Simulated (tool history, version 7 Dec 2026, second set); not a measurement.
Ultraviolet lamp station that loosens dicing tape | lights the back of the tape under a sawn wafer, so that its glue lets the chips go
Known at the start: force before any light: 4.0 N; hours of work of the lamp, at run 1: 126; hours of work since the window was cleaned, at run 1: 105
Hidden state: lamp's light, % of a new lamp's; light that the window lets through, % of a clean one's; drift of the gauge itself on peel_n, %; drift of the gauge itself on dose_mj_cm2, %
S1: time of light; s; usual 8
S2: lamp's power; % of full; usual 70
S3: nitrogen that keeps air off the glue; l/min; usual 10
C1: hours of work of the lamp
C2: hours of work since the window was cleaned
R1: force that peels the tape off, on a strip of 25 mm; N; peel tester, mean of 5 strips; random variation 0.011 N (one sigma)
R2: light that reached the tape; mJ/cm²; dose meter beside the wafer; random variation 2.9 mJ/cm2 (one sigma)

run 1 day=0 | S1=8 S2=70 S3=10 | C1=126 C2=105 | R1=0.576 R2=378
run 2 day=1.383 | S1=8 S2=70 S3=10 | C1=151 C2=130 | R1=0.601 R2=369
run 3 day=4.321 | S1=8 S2=70 S3=10 | C1=205 C2=184 | R1=0.644 R2=350
run 4 day=6.179 | S1=8 S2=70 S3=9 | C1=239 C2=218 | R1=0.718 R2=334
-- day=7.104 window cleaned of glue's vapour
run 5 day=9.283 | S1=8 S2=70 S3=6 | C1=296 C2=40 | R1=1.076 R2=288
run 6 day=12.05 | S1=8 S2=70 S3=4 | C1=347 C2=91 | R1=1.415 R2=268
run 7 day=13.671 | S1=8 S2=66 S3=4 | C1=377 C2=121 | R1=1.575 R2=237
run 8 day=16.342 | S1=8 S2=74 S3=10 | C1=426 C2=170 | R1=0.983 R2=256
-- day=17.579 window cleaned of glue's vapour, once more
run 9 day=17.95 | S1=12 S2=70 S3=3 | C1=455 C2=7 | R1=0.727 R2=530
run 10 day=19.446 | S1=12 S2=70 S3=3 | C1=482 C2=34 | R1=0.721 R2=515
run 11 day=21.033 | S1=11 S2=70 S3=3 | C1=512 C2=63 | R1=0.862 R2=463
run 12 day=24.196 | S1=11 S2=70 S3=3 | C1=570 C2=122 | R1=0.984 R2=432
run 13 day=27.338 | S1=8 S2=70 S3=6 | C1=627 C2=179 | R1=1.031 R2=292
run 14 day=29.75 | S1=4 S2=69 S3=9 | C1=672 C2=224 | R1=1.904 R2=140
-- day=30.475 window cleaned of glue's vapour
run 15 day=32.475 | S1=4 S2=69 S3=9 | C1=721 C2=37 | R1=1.68 R2=153
run 16 day=34.667 | S1=15 S2=94 S3=15 | C1=762 C2=77 | R1=0.259 R2=754

The same runs without the tool's hidden state, with the same run-to-run variation:
run=1 R1=0.491 R2=424
run=2 R1=0.495 R2=424
run=3 R1=0.487 R2=427
run=4 R1=0.515 R2=424
run=5 R1=0.643 R2=427
run=6 R1=0.831 R2=425
run=7 R1=0.906 R2=395
run=8 R1=0.452 R2=451
run=9 R1=0.573 R2=630
run=10 R1=0.545 R2=630
run=11 R1=0.627 R2=584
run=12 R1=0.663 R2=580
run=13 R1=0.641 R2=419
run=14 R1=1.315 R2=210
run=15 R1=1.262 R2=208
run=16 R1=0.246 R2=1075
